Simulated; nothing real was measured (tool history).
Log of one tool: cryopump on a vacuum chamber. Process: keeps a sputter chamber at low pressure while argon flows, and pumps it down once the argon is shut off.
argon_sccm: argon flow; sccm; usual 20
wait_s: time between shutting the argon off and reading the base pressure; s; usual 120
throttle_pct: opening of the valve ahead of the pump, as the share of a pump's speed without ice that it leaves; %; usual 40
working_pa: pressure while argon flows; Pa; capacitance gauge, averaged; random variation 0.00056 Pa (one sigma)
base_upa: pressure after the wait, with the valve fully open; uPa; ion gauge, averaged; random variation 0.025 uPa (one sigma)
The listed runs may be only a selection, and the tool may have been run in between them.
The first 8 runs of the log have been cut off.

run 9 hour=146 | argon_sccm=20 wait_s=120 throttle_pct=16 | working_pa=0.1626 base_upa=1.87
run 10 hour=162.2 | argon_sccm=20 wait_s=120 throttle_pct=48 | working_pa=0.0545 base_upa=1.81
run 11 hour=179.2 | argon_sccm=10 wait_s=120 throttle_pct=48 | working_pa=0.027 base_upa=1.8
run 12 hour=192.8 | argon_sccm=10 wait_s=297 throttle_pct=48 | working_pa=0.0272 base_upa=1.39
run 13 hour=203.6 | argon_sccm=10 wait_s=297 throttle_pct=48 | working_pa=0.0283 base_upa=1.35
run 14 hour=216.7 | argon_sccm=9 wait_s=297 throttle_pct=48 | working_pa=0.0242 base_upa=1.43
run 15 hour=233.7 | argon_sccm=20 wait_s=120 throttle_pct=56 | working_pa=0.0485 base_upa=1.91
run 16 hour=248.4 | argon_sccm=20 wait_s=33 throttle_pct=40 | working_pa=0.0672 base_upa=4.07
run 17 hour=263.3 | argon_sccm=20 wait_s=33 throttle_pct=40 | working_pa=0.0659 base_upa=3.92
run 18 hour=281.6 | argon_sccm=9 wait_s=241 throttle_pct=40 | working_pa=0.0299 base_upa=1.53
run 19 hour=302.8 | argon_sccm=19 wait_s=39 throttle_pct=47 | working_pa=0.0544 base_upa=3.58
run 20 hour=321.5 | argon_sccm=19 wait_s=39 throttle_pct=47 | working_pa=0.0548 base_upa=3.6
run 21 hour=339.9 | argon_sccm=19 wait_s=39 throttle_pct=47 | working_pa=0.0545 base_upa=3.69
run 22 hour=359.7 | argon_sccm=20 wait_s=120 throttle_pct=27 | working_pa=0.0981 base_upa=2.03
run 23 hour=382.2 | argon_sccm=10 wait_s=120 throttle_pct=27 | working_pa=0.0489 base_upa=2.01
run 24 hour=396.7 | argon_sccm=11 wait_s=20 throttle_pct=48 | working_pa=0.0314 base_upa=6.13
run 25 hour=412.9 | argon_sccm=11 wait_s=20 throttle_pct=48 | working_pa=0.0317 base_upa=6.07
run 26 hour=429 | argon_sccm=9 wait_s=292 throttle_pct=40 | working_pa=0.0304 base_upa=1.61
run 27 hour=442.9 | argon_sccm=20 wait_s=120 throttle_pct=24 | working_pa=0.1104 base_upa=2.02
run 28 hour=459.6 | argon_sccm=10 wait_s=120 throttle_pct=20 | working_pa=0.0672 base_upa=2.15
run 29 hour=473 | argon_sccm=10 wait_s=120 throttle_pct=20 | working_pa=0.0672 base_upa=2.09
run 30 hour=493.6 | argon_sccm=10 wait_s=40 throttle_pct=26 | working_pa=0.0516 base_upa=3.78
run 31 hour=504.8 | argon_sccm=10 wait_s=40 throttle_pct=26 | working_pa=0.0514 base_upa=3.76
run 32 hour=516 | argon_sccm=33 wait_s=94 throttle_pct=39 | working_pa=0.1153 base_upa=2.35
run 33 hour=536.1 | argon_sccm=33 wait_s=94 throttle_pct=26 | working_pa=0.1706 base_upa=2.36

Below are 3 alternative next runs, each starting from the tool's condition after run 33. Predict each:
run A hour=551 | argon_sccm=33 wait_s=94 throttle_pct=34 | working_pa=? base_upa=?
run B hour=551 | argon_sccm=20 wait_s=167 throttle_pct=40 | working_pa=? base_upa=?
run C hour=551 | argon_sccm=20 wait_s=120 throttle_pct=19 | working_pa=? base_upa=?

run=A working_pa=0.1311 base_upa=2.37
run=B working_pa=0.0691 base_upa=1.94
run=C working_pa=0.1417 base_upa=2.24
Without the tool's unlogged condition, the same runs would have read:
run=A working_pa=0.1246 base_upa=1.25
run=B working_pa=0.0651 base_upa=0.81
run=C working_pa=0.1377 base_upa=1.09

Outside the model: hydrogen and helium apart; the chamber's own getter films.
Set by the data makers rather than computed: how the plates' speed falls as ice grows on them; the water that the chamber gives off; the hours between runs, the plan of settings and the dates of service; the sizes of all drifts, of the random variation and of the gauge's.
